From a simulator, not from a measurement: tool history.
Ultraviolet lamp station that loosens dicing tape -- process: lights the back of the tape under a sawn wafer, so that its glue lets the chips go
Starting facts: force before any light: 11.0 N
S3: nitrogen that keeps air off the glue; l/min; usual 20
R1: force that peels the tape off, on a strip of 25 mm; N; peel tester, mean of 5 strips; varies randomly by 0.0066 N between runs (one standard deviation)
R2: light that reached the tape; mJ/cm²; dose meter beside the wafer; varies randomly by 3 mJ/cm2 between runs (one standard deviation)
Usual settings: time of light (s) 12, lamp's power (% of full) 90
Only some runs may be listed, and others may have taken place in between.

{"run": 1, "hour": 0.0, "time of light (s)": 12, "lamp's power (% of full)": 90, "S3": 20, "R1": 0.268, "R2": 426}
{"run": 2, "hour": 8.3, "time of light (s)": 12, "lamp's power (% of full)": 90, "S3": 20, "R1": 0.253, "R2": 422}
{"run": 3, "hour": 15.6, "time of light (s)": 12, "lamp's power (% of full)": 90, "S3": 20, "R1": 0.256, "R2": 424}
{"run": 4, "hour": 20.8, "time of light (s)": 12, "lamp's power (% of full)": 90, "S3": 20, "R1": 0.257, "R2": 422}
{"run": 5, "hour": 25.1, "time of light (s)": 12, "lamp's power (% of full)": 90, "S3": 20, "R1": 0.267, "R2": 423}
{"run": 6, "hour": 29.7, "time of light (s)": 12, "lamp's power (% of full)": 90, "S3": 20, "R1": 0.264, "R2": 420}
{"run": 7, "hour": 34.9, "time of light (s)": 12, "lamp's power (% of full)": 90, "S3": 20, "R1": 0.27, "R2": 416}
{"run": 8, "hour": 41.3, "time of light (s)": 12, "lamp's power (% of full)": 90, "S3": 20, "R1": 0.279, "R2": 413}
{"run": 9, "hour": 46.0, "time of light (s)": 12, "lamp's power (% of full)": 86, "S3": 20, "R1": 0.288, "R2": 399}
{"run": 10, "hour": 52.4, "time of light (s)": 9, "lamp's power (% of full)": 90, "S3": 20, "R1": 0.586, "R2": 311}
{"run": 11, "hour": 60.7, "time of light (s)": 9, "lamp's power (% of full)": 90, "S3": 20, "R1": 0.552, "R2": 309}
{"hour": 61.9, "done": "window cleaned of glue's vapour"}
{"run": 12, "hour": 67.8, "time of light (s)": 9, "lamp's power (% of full)": 90, "S3": 20, "R1": 0.571, "R2": 309}
{"run": 13, "hour": 74.8, "time of light (s)": 8, "lamp's power (% of full)": 90, "S3": 20, "R1": 0.767, "R2": 276}
{"run": 14, "hour": 83.1, "time of light (s)": 6, "lamp's power (% of full)": 99, "S3": 6, "R1": 2.189, "R2": 224}
{"run": 15, "hour": 90.2, "time of light (s)": 18, "lamp's power (% of full)": 93, "S3": 22, "R1": 0.12, "R2": 641}
{"hour": 92.9, "done": "window cleaned of glue's vapour, once more"}
{"run": 16, "hour": 100.2, "time of light (s)": 18, "lamp's power (% of full)": 93, "S3": 22, "R1": 0.105, "R2": 665}
{"run": 17, "hour": 106.0, "time of light (s)": 18, "lamp's power (% of full)": 93, "S3": 22, "R1": 0.123, "R2": 655}
{"run": 18, "hour": 115.1, "time of light (s)": 12, "lamp's power (% of full)": 60, "S3": 20, "R1": 0.717, "R2": 280}
{"run": 19, "hour": 121.5, "time of light (s)": 6, "lamp's power (% of full)": 67, "S3": 11, "R1": 2.71, "R2": 155}
{"run": 20, "hour": 126.6, "time of light (s)": 10, "lamp's power (% of full)": 90, "S3": 31, "R1": 0.322, "R2": 357}
{"run": 21, "hour": 135.8, "time of light (s)": 10, "lamp's power (% of full)": 68, "S3": 24, "R1": 0.764, "R2": 271}
{"run": 22, "hour": 143.5, "time of light (s)": 13, "lamp's power (% of full)": 84, "S3": 24, "R1": 0.231, "R2": 429}
{"run": 23, "hour": 149.1, "time of light (s)": 13, "lamp's power (% of full)": 88, "S3": 24, "R1": 0.208, "R2": 436}
{"run": 24, "hour": 157.1, "time of light (s)": 14, "lamp's power (% of full)": 88, "S3": 6, "R1": 0.422, "R2": 481}
{"run": 25, "hour": 164.6, "time of light (s)": 12, "lamp's power (% of full)": 84, "S3": 6, "R1": 0.711, "R2": 393}

3 options for the next run, each taken on its own from the tool as it stands now. Forecast them:
{"run": "A", "hour": 171.9, "time of light (s)": 15, "lamp's power (% of full)": 87, "S3": 24, "R1": "?", "R2": "?"}
{"run": "B", "hour": 171.9, "time of light (s)": 19, "lamp's power (% of full)": 90, "S3": 20, "R1": "?", "R2": "?"}
{"run": "C", "hour": 171.9, "time of light (s)": 19, "lamp's power (% of full)": 77, "S3": 8, "R1": "?", "R2": "?"}

run=A R1=0.161 R2=505
run=B R1=0.121 R2=659
run=C R1=0.227 R2=574
With the hidden condition removed and each run's random variation left untouched, the same runs would have given:
run=A R1=0.143 R2=545
run=B R1=0.115 R2=712
run=C R1=0.191 R2=619

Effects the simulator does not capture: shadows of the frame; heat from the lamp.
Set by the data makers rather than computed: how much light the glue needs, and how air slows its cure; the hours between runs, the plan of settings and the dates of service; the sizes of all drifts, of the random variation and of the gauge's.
